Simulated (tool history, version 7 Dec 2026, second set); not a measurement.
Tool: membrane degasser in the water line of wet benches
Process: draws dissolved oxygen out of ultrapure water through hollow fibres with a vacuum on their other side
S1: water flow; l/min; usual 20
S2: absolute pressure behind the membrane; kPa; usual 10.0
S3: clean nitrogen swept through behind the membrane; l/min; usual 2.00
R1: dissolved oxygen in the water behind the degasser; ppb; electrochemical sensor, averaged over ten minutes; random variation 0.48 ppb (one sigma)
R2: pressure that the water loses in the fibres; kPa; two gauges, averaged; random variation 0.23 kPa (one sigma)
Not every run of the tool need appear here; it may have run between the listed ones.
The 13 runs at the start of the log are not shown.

Run 14, hour 536.0: usual settings. Result: R1 160.7 ppb, R2 59.90 kPa.
Run 15, hour 589.5: usual settings. Result: R1 161.2 ppb, R2 59.77 kPa.
Run 16, hour 621.1: usual settings. Result: R1 162.2 ppb, R2 60.21 kPa.
Run 17, hour 657.8: usual settings but S1 25 l/min, S3 1.29 l/min. Result: R1 296.6 ppb, R2 74.58 kPa.
Run 18, hour 703.9: usual settings but S1 15 l/min, S2 16.1 kPa, S3 1.05 l/min. Result: R1 407.7 ppb, R2 45.20 kPa.
Run 19, hour 733.1: usual settings but S1 19 l/min, S2 16.1 kPa, S3 2.65 l/min. Result: R1 218.7 ppb, R2 57.16 kPa.
Run 20, hour 763.0: usual settings but S1 25 l/min, S2 17.9 kPa, S3 0.97 l/min. Result: R1 762.9 ppb, R2 74.82 kPa.
Run 21, hour 802.1: usual settings but S3 5.61 l/min. Result: R1 62.0 ppb, R2 59.96 kPa.
Run 22, hour 845.9: usual settings but S3 5.61 l/min. Result: R1 62.3 ppb, R2 60.29 kPa.
Run 23, hour 875.3: usual settings but S1 27 l/min, S3 2.92 l/min. Result: R1 164.1 ppb, R2 81.15 kPa.
Run 24, hour 911.8: usual settings but S1 17 l/min, S2 7.3 kPa, S3 1.20 l/min. Result: R1 133.6 ppb, R2 51.39 kPa.
Run 25, hour 963.3: usual settings but S1 15 l/min, S2 20.3 kPa, S3 1.05 l/min. Result: R1 531.5 ppb, R2 45.24 kPa.
Run 26, hour 1003.0: usual settings but S1 13 l/min, S2 11.2 kPa, S3 4.13 l/min. Result: R1 62.3 ppb, R2 39.30 kPa.
Run 27, hour 1034.8: usual settings but S1 21 l/min, S2 11.2 kPa. Result: R1 196.9 ppb, R2 63.11 kPa.

Estimate the outcome of run 28 from the log above:
Run 28, hour 1080.6: usual settings but S2 17.3 kPa, S3 5.00 l/min. Result: R1 ?, R2 ?.

Run 28 gave R1 139.1 ppb, R2 59.95 kPa.
The same run, on a tool lacking any hidden state, would have yielded R1 139.1 ppb, R2 59.94 kPa.
